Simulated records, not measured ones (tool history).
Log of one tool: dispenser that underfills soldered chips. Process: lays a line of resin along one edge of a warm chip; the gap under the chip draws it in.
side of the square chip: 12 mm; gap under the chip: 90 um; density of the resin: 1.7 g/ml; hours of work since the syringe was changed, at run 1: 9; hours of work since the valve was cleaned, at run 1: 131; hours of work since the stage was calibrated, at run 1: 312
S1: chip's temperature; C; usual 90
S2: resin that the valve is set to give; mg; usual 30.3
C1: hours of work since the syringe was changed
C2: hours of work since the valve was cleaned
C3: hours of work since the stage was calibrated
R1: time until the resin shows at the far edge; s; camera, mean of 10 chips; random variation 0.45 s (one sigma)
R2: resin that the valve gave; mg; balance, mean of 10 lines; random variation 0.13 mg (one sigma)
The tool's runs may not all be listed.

run	day	S1	S2	C1	C2	C3	R1	R2
1	0	90	30.3	9	131	312	68.1	27.48
# day 0.075: new syringe of resin
2	0.262	90	30.3	3	135	317	45.4	27.43
# day 0.625: new syringe of resin
3	0.738	90	26.9	2	144	326	44.6	24.12
# day 0.838: dispensing valve cleaned and set on the balance
# day 1.225: new syringe of resin
4	1.321	90	26.9	2	9	336	40.9	27.08
# day 1.775: new syringe of resin
5	1.929	90	26.9	3	20	347	44.6	26.46
6	2.262	90	26.9	9	26	353	69.8	26.44
# day 2.329: new syringe of resin
7	2.642	90	33.9	6	33	360	52.3	33.19
# day 2.904: new syringe of resin
8	3.038	100	35.5	3	40	367	26.4	34.81
9	3.362	100	39	9	46	373	41.1	37.84
# day 3.45: new syringe of resin
10	3.946	96	26.2	9	57	384	58.9	25.26
# day 4.012: new syringe of resin
11	4.329	93	38.2	6	64	391	46.8	36.72
# day 4.579: new syringe of resin
12	4.662	76	36.6	2	70	397	71.2	34.95

The next listed run, before its measurement:
# day 5.004: stage's temperature calibrated
13	5.125	76	36.6	10	78	2	?	?

{"run 13": {"R1": 125.7, "R2": 34.92}}
Without the tool's hidden state the same run would have given R1 61.2 s, R2 36.76 mg.
